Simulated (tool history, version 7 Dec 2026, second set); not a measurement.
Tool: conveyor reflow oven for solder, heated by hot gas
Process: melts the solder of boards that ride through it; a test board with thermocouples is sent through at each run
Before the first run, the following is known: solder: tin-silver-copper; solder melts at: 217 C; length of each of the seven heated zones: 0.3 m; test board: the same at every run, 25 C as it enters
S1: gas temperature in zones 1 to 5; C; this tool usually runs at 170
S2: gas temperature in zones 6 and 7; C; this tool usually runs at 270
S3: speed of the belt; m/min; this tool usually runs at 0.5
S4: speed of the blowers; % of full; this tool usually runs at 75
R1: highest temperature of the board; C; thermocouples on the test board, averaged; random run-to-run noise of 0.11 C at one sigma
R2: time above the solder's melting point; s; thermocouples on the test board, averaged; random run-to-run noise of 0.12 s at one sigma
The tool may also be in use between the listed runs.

run   hour   S1   S2     S3  S4     R1    R2
  1      0  170  270    0.5  75  256.5  57.7
  2   16.7  170  270    0.5  75    257  57.6
  3   34.5  170  270    0.5  75  256.7  57.4
  4   57.3  170  270  0.413  75    261  74.1
  5   82.6  170  270  0.413  75  261.2  74.4
  6  106.1  170  270  0.413  75  260.9  74.3
  7  138.8  162  270    0.5  75  255.3  54.4
  8  153.1  170  270    0.5  53  250.6  52.1
  9  170.1  170  270    0.5  53  250.5  52.2
 10  200.8  161  270    0.5  75  254.6  54.2
 11  216.4  161  270    0.5  75  254.9  53.9
 12  244.8  170  270  0.411  75  260.7  74.1
     260.1  -- flux residue cleaned out of gas plates and filters
 13  278.9  170  270    0.5  75  257.5  58.6
 14  307.3  170  270  0.566  75  253.9  48.9
 15  334.7  161  270  0.566  75    252  45.4
 16  363.8  179  269  0.531  52  249.7  51.4
 17  382.2  161  264    0.5  75  250.1  51.3
 18  405.2  161  273  0.558  76  255.2  48.2
 19  439.9  161  273  0.558  76    255  48.1
 20  473.5  180  268  0.558  55  248.1  47.9
 21    508  172  270    0.5  75  256.7  58.9
 22  537.4  170  261    0.5  75    248  52.7
 23  563.1  170  261    0.5  75  247.9  52.5
 24  581.9  181  261  0.414  75    253  74.4
 25  606.1  181  261  0.589  77  245.5    45
 26  639.3  176  270  0.505  66  254.5  57.6
 27  653.7  170  270  0.592  87  253.1  46.4
 28  673.2  177  264    0.5  75  251.1  57.2
     696.2  -- flux residue cleaned out of gas plates and filters
 29  704.5  158  270  0.574  87  254.3  46.5
 30  724.5  169  265    0.5  81  253.8    57

4 ways to go on from here, each from the tool as it stands after run 30. What would each give?
  A  757.7  185  265    0.5  81   ?   ?
  B  757.7  178  271  0.576  75   ?   ?
  C  757.7  158  263    0.5  67   ?   ?
  D  757.7  157  277    0.5  84   ?   ?

run     R1    R2
  A  255.1  63.5
  B  255.3  51.5
  C  247.2  48.2
  D  263.9  59.3
The same runs, with their run-to-run variation unchanged, on a tool lacking any hidden condition would have given:
run     R1    R2
  A  256.3    62
  B  256.3  50.2
  C  248.2  47.1
  D    265  57.8

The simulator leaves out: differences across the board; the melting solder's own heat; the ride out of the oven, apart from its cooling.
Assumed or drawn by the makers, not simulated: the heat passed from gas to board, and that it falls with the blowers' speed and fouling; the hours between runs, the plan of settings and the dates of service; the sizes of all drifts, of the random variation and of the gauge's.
